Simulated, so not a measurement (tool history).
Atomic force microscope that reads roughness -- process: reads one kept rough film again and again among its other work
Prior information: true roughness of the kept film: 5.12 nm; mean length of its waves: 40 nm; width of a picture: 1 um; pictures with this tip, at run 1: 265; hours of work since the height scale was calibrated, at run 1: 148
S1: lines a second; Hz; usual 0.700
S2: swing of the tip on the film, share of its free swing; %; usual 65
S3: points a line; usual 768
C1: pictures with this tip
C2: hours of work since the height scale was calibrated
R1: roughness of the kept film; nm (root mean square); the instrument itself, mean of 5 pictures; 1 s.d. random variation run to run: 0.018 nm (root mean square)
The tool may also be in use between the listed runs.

run	hour	S1	S2	S3	C1	C2	R1
1	0.0	0.700	65	768	265	148	3.469
2	9.3	0.700	65	768	283	154	3.396
3	17.1	1.025	65	768	298	160	3.341
4	28.5	1.025	65	768	321	167	3.267
# hour 32.7: new tip fitted
5	41.3	0.700	65	768	17	175	4.298
6	49.6	0.642	65	768	33	181	4.234
7	62.0	0.642	65	768	57	189	4.147
8	67.8	0.700	65	717	69	193	4.094
9	74.6	0.700	65	717	82	197	4.045
10	81.4	3.128	65	717	95	202	3.611
11	86.7	3.128	65	717	106	205	3.614
12	94.2	3.128	65	717	121	210	3.524
13	99.9	0.700	73	768	132	214	3.772
14	106.9	0.857	73	768	146	219	3.727
15	119.1	0.857	73	768	169	227	3.605
16	126.3	1.519	73	768	184	231	3.437
17	132.0	0.700	65	768	195	235	3.660
18	139.4	0.700	65	768	209	240	3.577
19	146.1	0.700	65	768	222	244	3.554
20	152.1	0.700	65	768	234	248	3.532
21	160.5	0.700	65	518	251	254	3.464
22	171.3	0.700	65	518	272	261	3.422
23	179.8	0.700	65	518	289	267	3.372
24	192.1	0.700	65	518	313	275	3.294
# hour 200.2: new tip fitted
25	201.6	1.428	60	317	2	281	4.300
26	213.6	2.640	55	317	26	289	4.182
# hour 215.5: height scale calibrated on a step standard
27	226.6	0.655	77	302	49	7	4.101
28	231.8	2.327	72	262	60	11	3.666
29	238.8	2.244	58	327	73	15	3.932
30	247.5	2.244	65	734	90	21	3.786
# hour 258.9: height scale calibrated on a step standard, once more
31	259.4	0.718	57	666	112	0	3.996
32	270.7	0.700	82	768	134	8	3.719
33	276.2	2.786	85	274	145	11	2.918
34	286.8	2.179	67	274	165	18	3.469
35	293.2	2.179	62	507	178	23	3.568
36	305.5	1.427	75	375	202	31	3.371
37	313.5	1.452	81	768	218	36	3.229
38	324.2	0.732	60	980	239	43	3.576
39	331.7	0.822	68	980	254	48	3.449
40	341.3	0.685	67	777	273	54	3.424
41	352.9	1.043	62	995	295	62	3.378

Each row is a separate what-if for the run after 41, all from the same tool condition, not one after another. Results?
A	360.6	1.004	66	825	310	67	?
B	360.6	0.691	65	768	310	67	?
C	360.6	1.043	62	1001	310	67	?

run	R1
A	3.282
B	3.331
C	3.319
Had the tool no hidden state, the same runs would have come out as:
run	R1
A	4.330
B	4.393
C	4.378
